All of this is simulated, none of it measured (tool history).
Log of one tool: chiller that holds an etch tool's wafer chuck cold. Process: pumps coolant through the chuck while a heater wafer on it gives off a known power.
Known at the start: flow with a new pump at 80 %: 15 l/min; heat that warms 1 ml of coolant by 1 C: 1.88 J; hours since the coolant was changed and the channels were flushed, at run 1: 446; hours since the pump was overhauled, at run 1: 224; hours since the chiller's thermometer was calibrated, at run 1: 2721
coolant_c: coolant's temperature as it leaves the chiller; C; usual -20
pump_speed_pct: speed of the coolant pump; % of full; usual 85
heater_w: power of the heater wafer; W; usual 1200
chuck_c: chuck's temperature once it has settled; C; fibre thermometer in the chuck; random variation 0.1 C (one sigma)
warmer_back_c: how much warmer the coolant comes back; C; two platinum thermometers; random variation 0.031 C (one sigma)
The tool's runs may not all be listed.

run   hour  coolant_c  pump_speed_pct  heater_w  hours since the coolant was changed and the channels were flushed  hours since the pump was overhauled  hours since the chiller's thermometer was calibrated  chuck_c  warmer_back_c
  1      0        -20              85      1200                                                                446                                  224                                                  2721      -13           2.42
  2   87.5        -20              85      1200                                                                534                                  312                                                  2809    -12.8           2.44
  3  241.3        -20              85      1200                                                                688                                  466                                                  2962      -13           2.45
  4  345.6        -20              85      1200                                                                792                                  570                                                  3067      -13           2.41
  5    431        -20              85      1200                                                                877                                  655                                                  3152    -12.8           2.42
  6  588.8        -20              85      1200                                                               1035                                  813                                                  3310      -13           2.41
  7  728.7        -16              90      1420                                                               1175                                  953                                                  3450     -8.1            2.7
  8  816.5        -16              90      1420                                                               1263                                 1041                                                  3538     -7.8           2.65
  9  980.7        -23              83       717                                                               1427                                 1205                                                  3702    -18.7           1.49

Run 10 comes next. What will it give?
 10  1127.3        -16              71       838                                                               1574                                 1352                                                  3848        ?              ?

{"run 10": {"chuck_c": -10.6, "warmer_back_c": 2.03}}
Without the tool's hidden state the same run would have given chuck_c -10.6 C, warmer_back_c 2.03 C.
